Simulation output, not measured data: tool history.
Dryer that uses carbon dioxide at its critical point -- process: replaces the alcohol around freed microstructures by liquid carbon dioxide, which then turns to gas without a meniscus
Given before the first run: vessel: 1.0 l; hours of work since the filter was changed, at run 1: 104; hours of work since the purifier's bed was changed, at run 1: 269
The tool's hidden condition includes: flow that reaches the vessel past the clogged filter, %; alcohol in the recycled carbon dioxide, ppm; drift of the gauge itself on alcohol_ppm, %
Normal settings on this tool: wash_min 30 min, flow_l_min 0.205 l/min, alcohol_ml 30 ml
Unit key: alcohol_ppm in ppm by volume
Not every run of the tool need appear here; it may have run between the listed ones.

| run | hour | wash_min | flow_l_min | alcohol_ml | hours of work since the filter was changed | hours of work since the purifier's bed was changed | alcohol_ppm |
|---|---|---|---|---|---|---|---|
| 1 | 0.0 | 30 | 0.205 | 30 | 104 | 269 | 286 |
| 2 | 10.4 | 24 | 0.205 | 30 | 112 | 277 | 679 |
| 3 | 23.6 | 30 | 0.153 | 30 | 123 | 288 | 868 |
| 4 | 39.4 | 30 | 0.153 | 30 | 135 | 300 | 857 |
| 5 | 46.7 | 30 | 0.248 | 30 | 141 | 306 | 146 |
| 6 | 53.6 | 30 | 0.299 | 30 | 146 | 311 | 80 |
| 7 | 65.3 | 30 | 0.299 | 30 | 156 | 321 | 85 |
|  | 71.9 | inlet filter changed |
| 8 | 78.6 | 30 | 0.346 | 30 | 5 | 330 | 63 |
| 9 | 86.8 | 28 | 0.172 | 103 | 12 | 337 | 2122 |
| 10 | 101.1 | 28 | 0.172 | 106 | 23 | 348 | 2150 |
| 11 | 113.3 | 43 | 0.182 | 115 | 33 | 358 | 264 |
| 12 | 129.2 | 43 | 0.182 | 115 | 45 | 370 | 262 |
| 13 | 142.7 | 30 | 0.142 | 60 | 56 | 381 | 2000 |
| 14 | 157.0 | 30 | 0.142 | 60 | 67 | 392 | 2057 |
| 15 | 172.7 | 42 | 0.275 | 48 | 80 | 405 | 75 |

5 options for the next run, each taken on its own from the tool as it stands now. Forecast them:
| A | 183.2 | 30 | 0.128 | 56 | 88 | 413 | ? |
| B | 183.2 | 46 | 0.275 | 48 | 88 | 413 | ? |
| C | 183.2 | 30 | 0.205 | 90 | 88 | 413 | ? |
| D | 183.2 | 28 | 0.199 | 78 | 88 | 413 | ? |
| E | 183.2 | 19 | 0.215 | 39 | 88 | 413 | ? |

| run | alcohol_ppm |
|---|---|
| A | 2637 |
| B | 67 |
| C | 766 |
| D | 1041 |
| E | 1616 |
Had the tool no hidden state, the same runs would have come out as:
| run | alcohol_ppm |
|---|---|
| A | 2340 |
| B | 9 |
| C | 609 |
| D | 856 |
| E | 1407 |
